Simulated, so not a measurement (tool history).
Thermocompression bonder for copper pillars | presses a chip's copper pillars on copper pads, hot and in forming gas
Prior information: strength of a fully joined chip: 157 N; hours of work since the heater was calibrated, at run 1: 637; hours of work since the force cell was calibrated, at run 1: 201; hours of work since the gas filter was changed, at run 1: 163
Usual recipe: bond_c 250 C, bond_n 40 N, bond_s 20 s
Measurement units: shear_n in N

run   hour  bond_c  bond_n  bond_s  hours of work since the heater was calibrated  hours of work since the force cell was calibrated  hours of work since the gas filter was changed  shear_n
  1      0     250      40      20                                            637                                                201                                             163     92.9
  2    6.1     250      42      20                                            642                                                206                                             167     96.8
  3   13.5     250      42      20                                            648                                                212                                             173     96.1
  4   23.3     250      42      20                                            655                                                219                                             180     97.1
  5   32.5     250      42      20                                            662                                                226                                             188     96.1
  6   41.4     250      42      20                                            669                                                233                                             194     95.2
  7   52.1     250      40      20                                            677                                                241                                             203     91.8
  8   59.5     250      40      20                                            683                                                247                                             208     92.4
  9   70.2     250      38      20                                            691                                                255                                             216     88.2
 10   79.3     250      38      20                                            698                                                262                                             223     88.7
 11   89.4     250      38      20                                            706                                                270                                             231     88.5
 12   94.6     250      40      20                                            710                                                274                                             235     91.5
 13  103.4     225      40      20                                            716                                                280                                             242     60.2
 14  111.5     250      40      20                                            723                                                287                                             248     92.9
 15  119.2     250      40      20                                            729                                                293                                             254     92.1
 16  124.9     250      40      20                                            733                                                297                                             258       92
 17  130.3     250      49      20                                            737                                                301                                             263    107.1
 18    140     250      49      20                                            744                                                308                                             270    107.9
 19  144.5     230      40      20                                            748                                                312                                             273       67
 20  153.6     230      40      20                                            755                                                319                                             280     66.3
 21  162.9     250      56      48                                            762                                                326                                             288    136.1
 22    171     248      27      20                                            768                                                332                                             294     62.1
 23  179.3     248      27      20                                            775                                                339                                             300     63.2
 24  189.4     241      35      36                                            782                                                346                                             308     88.4
 25  198.1     262      49      20                                            789                                                353                                             315    121.3
 26  207.9     262      56      20                                            797                                                361                                             322    129.4
 27  214.7     262      56      20                                            802                                                366                                             327    129.1
 28    221     245      41      32                                            807                                                371                                             332    101.2
 29  230.9     249      45      22                                            814                                                378                                             340      104
 30  238.3     257      45      22                                            820                                                384                                             345    112.9
 31  243.4     253      40      14                                            824                                                388                                             349     86.4
 32  249.4     255      40      40                                            828                                                392                                             354    116.9
 33  259.5     255      40      40                                            836                                                400                                             362    117.7
 34  266.9     255      40      40                                            842                                                406                                             367    116.7
 35  273.6     230      40      20                                            847                                                411                                             372       66
 36  280.4     229      40      20                                            852                                                416                                             378     64.7
 37    288     251      50      20                                            858                                                422                                             383    109.2
 38  298.6     265      30      20                                            866                                                430                                             392     89.9
 39    309     265      30      20                                            874                                                438                                             400     90.9
 40  317.6     227      34      20                                            881                                                445                                             406     53.4

Selected run-to-run steps in shear_n, each split into two signed amounts: the part the tool would show with no hidden state at all (from settings, incoming material and random variation), and the remainder, which goes to the hidden state together with any gauge scatter not common to the measured and the hidden-state-free results:
Hidden state at play: true temperature of the bond over the reading, C; force that reaches the chip, % of what is set; oxide that the forming gas leaves, % of the face; drift of the gauge itself on shear_n, %.
Run 20 -> 21: bond_c 230 -> 250, bond_n 40 -> 56, bond_s 20 -> 48. shear_n +69.8 N: hidden state -2.8, all else +72.6.
Run 21 -> 22: bond_c 250 -> 248, bond_n 56 -> 27, bond_s 48 -> 20. shear_n -74 N: hidden state +2.7, all else -76.7.
Run 34 -> 35: bond_c 255 -> 230, bond_s 40 -> 20. shear_n -50.7 N: hidden state +1.9, all else -52.6.
